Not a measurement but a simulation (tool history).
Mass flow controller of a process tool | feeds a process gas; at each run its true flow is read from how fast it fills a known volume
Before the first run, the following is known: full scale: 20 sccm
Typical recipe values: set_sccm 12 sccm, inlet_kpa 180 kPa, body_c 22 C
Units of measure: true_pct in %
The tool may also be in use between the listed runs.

Run 1, day 0.000: usual settings. Result: true_pct 98.73 %.
Run 2, day 6.454: usual settings. Result: true_pct 98.72 %.
Run 3, day 12.704: usual settings but inlet_kpa 197 kPa. Result: true_pct 98.58 %.
Run 4, day 15.808: usual settings but inlet_kpa 197 kPa. Result: true_pct 98.53 %.
Run 5, day 20.300: usual settings but inlet_kpa 197 kPa. Result: true_pct 98.57 %.
Run 6, day 23.638: usual settings. Result: true_pct 98.71 %.
Run 7, day 26.879: usual settings. Result: true_pct 98.62 %.
Run 8, day 30.958: usual settings but set_sccm 3 sccm. Result: true_pct 96.83 %.
Run 9, day 34.900: usual settings but set_sccm 3 sccm. Result: true_pct 96.83 %.
Run 10, day 40.221: usual settings but set_sccm 3 sccm. Result: true_pct 96.76 %.
Run 11, day 43.371: usual settings but set_sccm 7 sccm. Result: true_pct 97.75 %.
Run 12, day 49.800: usual settings but set_sccm 7 sccm. Result: true_pct 97.78 %.
Run 13, day 55.583: usual settings but set_sccm 7 sccm. Result: true_pct 97.67 %.
Run 14, day 61.412: usual settings but set_sccm 7 sccm. Result: true_pct 97.62 %.
Run 15, day 66.929: usual settings but set_sccm 7 sccm. Result: true_pct 97.53 %.
Run 16, day 72.521: usual settings but set_sccm 7 sccm. Result: true_pct 97.53 %.
Run 17, day 76.167: usual settings but set_sccm 3 sccm. Result: true_pct 96.50 %.
Run 18, day 82.046: usual settings but set_sccm 3 sccm. Result: true_pct 96.43 %.
Run 19, day 86.454: usual settings. Result: true_pct 98.35 %.
Run 20, day 89.700: usual settings. Result: true_pct 98.52 %.
Run 21, day 95.992: usual settings. Result: true_pct 98.50 %.
Run 22, day 101.588: usual settings but body_c 26 C. Result: true_pct 98.25 %.
Run 23, day 107.921: usual settings. Result: true_pct 98.58 %.
Run 24, day 111.738: usual settings. Result: true_pct 98.50 %.
Run 25, day 115.817: usual settings but inlet_kpa 233 kPa, body_c 34 C. Result: true_pct 97.33 %.
Run 26, day 118.458: usual settings but inlet_kpa 233 kPa, body_c 34 C. Result: true_pct 97.20 %.
Run 27, day 121.100: usual settings but inlet_kpa 233 kPa, body_c 34 C. Result: true_pct 97.29 %.
Run 28, day 126.375: usual settings but set_sccm 2 sccm, inlet_kpa 210 kPa, body_c 35 C. Result: true_pct 95.42 %.
Run 29, day 131.633: usual settings but set_sccm 6 sccm, inlet_kpa 171 kPa, body_c 23 C. Result: true_pct 97.29 %.
Run 30, day 134.867: usual settings but set_sccm 6 sccm, inlet_kpa 171 kPa, body_c 23 C. Result: true_pct 97.31 %.
Run 31, day 140.679: usual settings but inlet_kpa 245 kPa. Result: true_pct 97.85 %.
Run 32, day 145.067: usual settings but inlet_kpa 219 kPa. Result: true_pct 98.10 %.
Run 33, day 148.750: usual settings but inlet_kpa 219 kPa. Result: true_pct 98.11 %.
Run 34, day 154.900: usual settings but inlet_kpa 219 kPa. Result: true_pct 98.13 %.
Run 35, day 159.217: usual settings but inlet_kpa 219 kPa. Result: true_pct 98.06 %.
Run 36, day 163.729: usual settings but inlet_kpa 219 kPa. Result: true_pct 98.02 %.
Run 37, day 168.454: usual settings but inlet_kpa 219 kPa. Result: true_pct 98.06 %.
Run 38, day 172.483: usual settings but inlet_kpa 219 kPa. Result: true_pct 97.93 %.
Run 39, day 175.762: usual settings but inlet_kpa 144 kPa, body_c 24 C. Result: true_pct 98.44 %.
Run 40, day 181.629: usual settings but inlet_kpa 164 kPa. Result: true_pct 98.42 %.
Run 41, day 187.454: usual settings but set_sccm 18 sccm, inlet_kpa 164 kPa, body_c 23 C. Result: true_pct 99.23 %.
Run 42, day 193.146: usual settings but set_sccm 18 sccm, inlet_kpa 164 kPa, body_c 23 C. Result: true_pct 99.38 %.
Run 43, day 196.567: usual settings but set_sccm 6 sccm, inlet_kpa 153 kPa, body_c 23 C. Result: true_pct 97.37 %.
Run 44, day 199.600: usual settings but set_sccm 6 sccm, inlet_kpa 153 kPa, body_c 23 C. Result: true_pct 97.25 %.
Run 45, day 202.588: usual settings but set_sccm 6 sccm, inlet_kpa 153 kPa, body_c 32 C. Result: true_pct 96.59 %.
Run 46, day 207.888: usual settings but set_sccm 7 sccm, inlet_kpa 152 kPa, body_c 28 C. Result: true_pct 97.00 %.
Run 47, day 212.754: usual settings but set_sccm 7 sccm, inlet_kpa 152 kPa, body_c 28 C. Result: true_pct 96.97 %.

Not shown here: 2 entries made in the log between runs. Locate each between two listed runs and compare the hidden state at the listed run before it with the hidden state at the listed run after it:
After run 14, before run 15: controller's zero set anew (day 61.846)
  flow at rest that the sensor doesn't see, % of full scale: -0.061 -> -0.082; true flow over the shown one, %: -0.35 -> -0.36
  what was measured, less what the result would be without the hidden state, true_pct: -0.52 -> -0.60 %
After run 20, before run 21: controller's zero set anew, once more (day 95.133)
  flow at rest that the sensor doesn't see, % of full scale: -0.092 -> -0.016; true flow over the shown one, %: -0.42 -> -0.44
  what was measured, less what the result would be without the hidden state, true_pct: -0.58 -> -0.47 %

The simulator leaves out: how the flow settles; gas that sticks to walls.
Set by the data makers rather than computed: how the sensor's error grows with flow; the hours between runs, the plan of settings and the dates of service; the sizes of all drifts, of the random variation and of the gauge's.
